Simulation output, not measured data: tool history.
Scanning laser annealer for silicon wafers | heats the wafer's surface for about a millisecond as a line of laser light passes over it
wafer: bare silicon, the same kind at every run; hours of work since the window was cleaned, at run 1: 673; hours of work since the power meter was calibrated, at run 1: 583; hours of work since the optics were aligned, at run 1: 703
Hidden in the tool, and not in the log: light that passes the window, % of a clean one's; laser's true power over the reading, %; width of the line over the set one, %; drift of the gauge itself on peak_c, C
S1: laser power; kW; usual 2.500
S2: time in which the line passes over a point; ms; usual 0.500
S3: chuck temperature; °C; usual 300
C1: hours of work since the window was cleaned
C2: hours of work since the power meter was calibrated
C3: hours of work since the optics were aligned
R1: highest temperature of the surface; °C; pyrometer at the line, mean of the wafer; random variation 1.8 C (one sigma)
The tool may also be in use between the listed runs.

| run | hour | S1 | S2 | S3 | C1 | C2 | C3 | R1 |
|---|---|---|---|---|---|---|---|---|
| 1 | 0.0 | 2.500 | 0.500 | 300 | 673 | 583 | 703 | 1054 |
| 2 | 36.9 | 2.500 | 0.500 | 300 | 698 | 608 | 728 | 1054 |
| 3 | 61.1 | 2.500 | 0.500 | 300 | 714 | 625 | 745 | 1054 |
| 4 | 98.8 | 2.500 | 0.518 | 300 | 740 | 650 | 770 | 1068 |
| 5 | 140.1 | 2.500 | 0.518 | 300 | 768 | 678 | 798 | 1067 |
| 6 | 163.9 | 2.500 | 0.518 | 300 | 784 | 694 | 814 | 1067 |
| 7 | 185.7 | 2.500 | 0.518 | 300 | 799 | 709 | 829 | 1066 |
| 8 | 229.7 | 2.500 | 0.518 | 300 | 828 | 739 | 859 | 1069 |
|  | 257.9 | window over the wafer cleaned |
| 9 | 260.1 | 2.500 | 0.518 | 300 | 1 | 758 | 878 | 1066 |
| 10 | 288.3 | 2.273 | 0.490 | 303 | 21 | 777 | 897 | 963 |
| 11 | 328.3 | 2.273 | 0.490 | 303 | 48 | 804 | 924 | 962 |

Hidden state at the last listed run before each entry between runs and at the first one after, where it differs:
Between runs 8 and 9: window over the wafer cleaned (hour 257.9)
  light that passes the window, % of a clean one's: 99.91 -> 100
